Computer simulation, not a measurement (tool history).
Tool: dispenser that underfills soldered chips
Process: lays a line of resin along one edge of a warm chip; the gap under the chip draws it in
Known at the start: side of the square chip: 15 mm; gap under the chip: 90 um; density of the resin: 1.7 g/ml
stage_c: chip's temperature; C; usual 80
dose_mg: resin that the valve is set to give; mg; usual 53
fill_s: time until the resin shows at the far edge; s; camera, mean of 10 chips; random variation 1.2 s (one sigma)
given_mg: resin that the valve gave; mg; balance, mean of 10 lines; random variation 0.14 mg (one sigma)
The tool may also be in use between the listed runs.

{"run": 1, "hour": 0.0, "stage_c": 80, "dose_mg": 53, "fill_s": 120.9, "given_mg": 51.62}
{"run": 2, "hour": 3.6, "stage_c": 80, "dose_mg": 54, "fill_s": 133.5, "given_mg": 52.7}
{"hour": 5.3, "done": "dispensing valve cleaned and set on the balance"}
{"run": 3, "hour": 8.4, "stage_c": 80, "dose_mg": 54, "fill_s": 156.9, "given_mg": 54.42}
{"run": 4, "hour": 11.3, "stage_c": 69, "dose_mg": 53, "fill_s": 260.7, "given_mg": 52.91}
{"run": 5, "hour": 15.6, "stage_c": 92, "dose_mg": 53, "fill_s": 137.1, "given_mg": 53.1}
{"hour": 17.9, "done": "new syringe of resin"}
{"run": 6, "hour": 18.5, "stage_c": 92, "dose_mg": 53, "fill_s": 79.1, "given_mg": 53.01}
{"run": 7, "hour": 21.7, "stage_c": 92, "dose_mg": 53, "fill_s": 89, "given_mg": 52.91}
{"run": 8, "hour": 25.6, "stage_c": 92, "dose_mg": 53, "fill_s": 103.2, "given_mg": 52.74}
{"run": 9, "hour": 29.3, "stage_c": 92, "dose_mg": 53, "fill_s": 115.9, "given_mg": 52.92}
{"run": 10, "hour": 33.5, "stage_c": 75, "dose_mg": 56.5, "fill_s": 240.1, "given_mg": 56.16}
{"hour": 35.2, "done": "new syringe of resin"}
{"run": 11, "hour": 36.6, "stage_c": 77, "dose_mg": 49, "fill_s": 137.9, "given_mg": 48.65}
{"run": 12, "hour": 40.6, "stage_c": 75, "dose_mg": 67.1, "fill_s": 170.8, "given_mg": 66.53}
{"run": 13, "hour": 44.3, "stage_c": 80, "dose_mg": 47.4, "fill_s": 166.6, "given_mg": 47.18}
{"run": 14, "hour": 47.5, "stage_c": 66, "dose_mg": 52.6, "fill_s": 302.8, "given_mg": 52.25}
{"run": 15, "hour": 50.7, "stage_c": 87, "dose_mg": 67.3, "fill_s": 156.7, "given_mg": 66.7}
{"hour": 52.4, "done": "new syringe of resin"}
{"run": 16, "hour": 55.2, "stage_c": 82, "dose_mg": 56.8, "fill_s": 121.8, "given_mg": 56.23}
{"run": 17, "hour": 57.3, "stage_c": 94, "dose_mg": 62.7, "fill_s": 87.2, "given_mg": 61.97}
{"run": 18, "hour": 60.3, "stage_c": 94, "dose_mg": 62.7, "fill_s": 94.5, "given_mg": 61.92}

3 ways to go on from here, each from the tool as it stands after run 18. What would each give?
{"run": "A", "hour": 63.2, "stage_c": 71, "dose_mg": 68, "fill_s": "?", "given_mg": "?"}
{"run": "B", "hour": 63.2, "stage_c": 78, "dose_mg": 67, "fill_s": "?", "given_mg": "?"}
{"run": "C", "hour": 63.2, "stage_c": 84, "dose_mg": 46.6, "fill_s": "?", "given_mg": "?"}

run=A fill_s=239.1 given_mg=67.42
run=B fill_s=182.5 given_mg=66.12
run=C fill_s=154.4 given_mg=46.16
Without the tool's hidden state the same runs would have given:
run=A fill_s=163.4 given_mg=68.19
run=B fill_s=124.7 given_mg=66.87
run=C fill_s=105.2 given_mg=46.68
